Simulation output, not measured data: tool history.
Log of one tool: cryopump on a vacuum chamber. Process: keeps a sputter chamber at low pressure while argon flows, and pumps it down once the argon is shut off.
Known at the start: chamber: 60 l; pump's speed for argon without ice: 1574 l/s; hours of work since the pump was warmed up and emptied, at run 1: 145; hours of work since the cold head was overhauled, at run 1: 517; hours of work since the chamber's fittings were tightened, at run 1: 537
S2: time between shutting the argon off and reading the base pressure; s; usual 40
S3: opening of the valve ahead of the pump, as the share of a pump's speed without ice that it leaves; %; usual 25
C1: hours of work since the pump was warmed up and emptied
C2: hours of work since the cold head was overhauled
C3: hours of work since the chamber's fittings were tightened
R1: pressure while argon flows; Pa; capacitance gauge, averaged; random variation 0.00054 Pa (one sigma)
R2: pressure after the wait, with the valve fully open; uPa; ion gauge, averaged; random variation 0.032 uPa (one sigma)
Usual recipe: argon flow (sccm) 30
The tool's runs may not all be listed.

{"run": 1, "hour": 0.0, "argon flow (sccm)": 30, "S2": 40, "S3": 25, "C1": 145, "C2": 517, "C3": 537, "R1": 0.1314, "R2": 2.93}
{"run": 2, "hour": 12.4, "argon flow (sccm)": 30, "S2": 40, "S3": 25, "C1": 153, "C2": 525, "C3": 544, "R1": 0.1316, "R2": 2.98}
{"run": 3, "hour": 26.5, "argon flow (sccm)": 30, "S2": 40, "S3": 25, "C1": 162, "C2": 533, "C3": 553, "R1": 0.1314, "R2": 3.02}
{"run": 4, "hour": 39.4, "argon flow (sccm)": 30, "S2": 40, "S3": 25, "C1": 170, "C2": 542, "C3": 561, "R1": 0.1306, "R2": 2.99}
{"run": 5, "hour": 56.8, "argon flow (sccm)": 30, "S2": 40, "S3": 25, "C1": 181, "C2": 552, "C3": 572, "R1": 0.132, "R2": 2.96}
{"run": 6, "hour": 73.6, "argon flow (sccm)": 30, "S2": 144, "S3": 25, "C1": 191, "C2": 563, "C3": 583, "R1": 0.1307, "R2": 1.97}
{"run": 7, "hour": 86.6, "argon flow (sccm)": 30, "S2": 144, "S3": 25, "C1": 199, "C2": 571, "C3": 591, "R1": 0.1318, "R2": 1.95}
{"run": 8, "hour": 98.7, "argon flow (sccm)": 42, "S2": 40, "S3": 25, "C1": 207, "C2": 579, "C3": 598, "R1": 0.1861, "R2": 3.02}
{"run": 9, "hour": 117.1, "argon flow (sccm)": 30, "S2": 40, "S3": 25, "C1": 218, "C2": 590, "C3": 610, "R1": 0.1324, "R2": 3.12}
{"run": 10, "hour": 139.7, "argon flow (sccm)": 30, "S2": 40, "S3": 25, "C1": 233, "C2": 604, "C3": 624, "R1": 0.132, "R2": 3.15}
{"run": 11, "hour": 158.3, "argon flow (sccm)": 56, "S2": 40, "S3": 25, "C1": 244, "C2": 616, "C3": 636, "R1": 0.2487, "R2": 3.17}
{"run": 12, "hour": 168.2, "argon flow (sccm)": 56, "S2": 40, "S3": 25, "C1": 250, "C2": 622, "C3": 642, "R1": 0.2481, "R2": 3.11}
{"run": 13, "hour": 191.7, "argon flow (sccm)": 56, "S2": 40, "S3": 18, "C1": 265, "C2": 637, "C3": 656, "R1": 0.3412, "R2": 3.27}
{"run": 14, "hour": 211.6, "argon flow (sccm)": 30, "S2": 40, "S3": 25, "C1": 277, "C2": 649, "C3": 669, "R1": 0.1339, "R2": 3.3}
{"run": 15, "hour": 224.0, "argon flow (sccm)": 30, "S2": 40, "S3": 25, "C1": 285, "C2": 657, "C3": 677, "R1": 0.1331, "R2": 3.23}
{"run": 16, "hour": 241.5, "argon flow (sccm)": 30, "S2": 40, "S3": 25, "C1": 296, "C2": 668, "C3": 688, "R1": 0.1335, "R2": 3.37}
{"run": 17, "hour": 256.7, "argon flow (sccm)": 30, "S2": 40, "S3": 25, "C1": 306, "C2": 677, "C3": 697, "R1": 0.133, "R2": 3.38}
{"run": 18, "hour": 272.3, "argon flow (sccm)": 16, "S2": 87, "S3": 16, "C1": 315, "C2": 687, "C3": 707, "R1": 0.1104, "R2": 2.61}
{"run": 19, "hour": 295.0, "argon flow (sccm)": 16, "S2": 87, "S3": 16, "C1": 330, "C2": 701, "C3": 721, "R1": 0.1097, "R2": 2.73}
{"run": 20, "hour": 317.4, "argon flow (sccm)": 16, "S2": 87, "S3": 16, "C1": 344, "C2": 715, "C3": 735, "R1": 0.1106, "R2": 2.77}
{"run": 21, "hour": 336.1, "argon flow (sccm)": 16, "S2": 87, "S3": 16, "C1": 355, "C2": 727, "C3": 747, "R1": 0.1106, "R2": 2.81}
{"hour": 354.2, "done": "pump warmed up, emptied and cooled again"}
{"run": 22, "hour": 361.0, "argon flow (sccm)": 35, "S2": 42, "S3": 33, "C1": 4, "C2": 739, "C3": 759, "R1": 0.1141, "R2": 3.23}
{"run": 23, "hour": 384.3, "argon flow (sccm)": 35, "S2": 42, "S3": 33, "C1": 19, "C2": 754, "C3": 774, "R1": 0.1148, "R2": 3.33}
{"run": 24, "hour": 407.0, "argon flow (sccm)": 33, "S2": 85, "S3": 33, "C1": 33, "C2": 768, "C3": 788, "R1": 0.1081, "R2": 2.61}
{"run": 25, "hour": 421.7, "argon flow (sccm)": 34, "S2": 64, "S3": 33, "C1": 42, "C2": 777, "C3": 797, "R1": 0.1119, "R2": 2.85}
{"run": 26, "hour": 443.9, "argon flow (sccm)": 34, "S2": 64, "S3": 33, "C1": 56, "C2": 791, "C3": 811, "R1": 0.1116, "R2": 2.93}
{"run": 27, "hour": 457.7, "argon flow (sccm)": 34, "S2": 64, "S3": 33, "C1": 65, "C2": 800, "C3": 819, "R1": 0.1123, "R2": 3.03}
{"run": 28, "hour": 474.5, "argon flow (sccm)": 58, "S2": 205, "S3": 49, "C1": 75, "C2": 810, "C3": 830, "R1": 0.1299, "R2": 2.34}
{"run": 29, "hour": 492.8, "argon flow (sccm)": 55, "S2": 196, "S3": 25, "C1": 87, "C2": 822, "C3": 841, "R1": 0.2387, "R2": 2.43}
{"run": 30, "hour": 514.2, "argon flow (sccm)": 55, "S2": 196, "S3": 25, "C1": 100, "C2": 835, "C3": 855, "R1": 0.2401, "R2": 2.41}
{"run": 31, "hour": 528.6, "argon flow (sccm)": 59, "S2": 40, "S3": 20, "C1": 109, "C2": 844, "C3": 864, "R1": 0.32, "R2": 3.69}
{"run": 32, "hour": 551.1, "argon flow (sccm)": 59, "S2": 40, "S3": 20, "C1": 123, "C2": 858, "C3": 878, "R1": 0.3206, "R2": 3.66}
{"run": 33, "hour": 572.5, "argon flow (sccm)": 18, "S2": 79, "S3": 58, "C1": 136, "C2": 871, "C3": 891, "R1": 0.0346, "R2": 2.96}
{"run": 34, "hour": 590.7, "argon flow (sccm)": 23, "S2": 282, "S3": 32, "C1": 148, "C2": 883, "C3": 903, "R1": 0.0794, "R2": 2.46}

Each run again, without the hidden state but with its own random variation kept:
What the log doesn't record here: pump's speed, % of a pump's without ice; cold plate's temperature, K; leak into the chamber, uPa l/s; drift of the gauge itself on working_pa, %; drift of the gauge itself on base_upa, %.
run=1 R1=0.1289 R2=1.69
run=2 R1=0.1290 R2=1.70
run=3 R1=0.1286 R2=1.71
run=4 R1=0.1277 R2=1.67
run=5 R1=0.1290 R2=1.63
run=6 R1=0.1275 R2=0.59
run=7 R1=0.1285 R2=0.59
run=8 R1=0.1813 R2=1.62
run=9 R1=0.1289 R2=1.67
run=10 R1=0.1283 R2=1.65
run=11 R1=0.2413 R2=1.64
run=12 R1=0.2405 R2=1.61
run=13 R1=0.3333 R2=1.67
run=14 R1=0.1294 R2=1.66
run=15 R1=0.1285 R2=1.62
run=16 R1=0.1288 R2=1.67
run=17 R1=0.1281 R2=1.66
run=18 R1=0.1076 R2=0.86
run=19 R1=0.1069 R2=0.89
run=20 R1=0.1076 R2=0.89
run=21 R1=0.1075 R2=0.89
run=22 R1=0.1135 R2=1.61
run=23 R1=0.1139 R2=1.64
run=24 R1=0.1071 R2=0.89
run=25 R1=0.1107 R2=1.11
run=26 R1=0.1103 R2=1.11
run=27 R1=0.1108 R2=1.17
run=28 R1=0.1271 R2=0.49
run=29 R1=0.2358 R2=0.52
run=30 R1=0.2368 R2=0.49
run=31 R1=0.3163 R2=1.72
run=32 R1=0.3165 R2=1.65
run=33 R1=0.0333 R2=0.93
run=34 R1=0.0775 R2=0.39
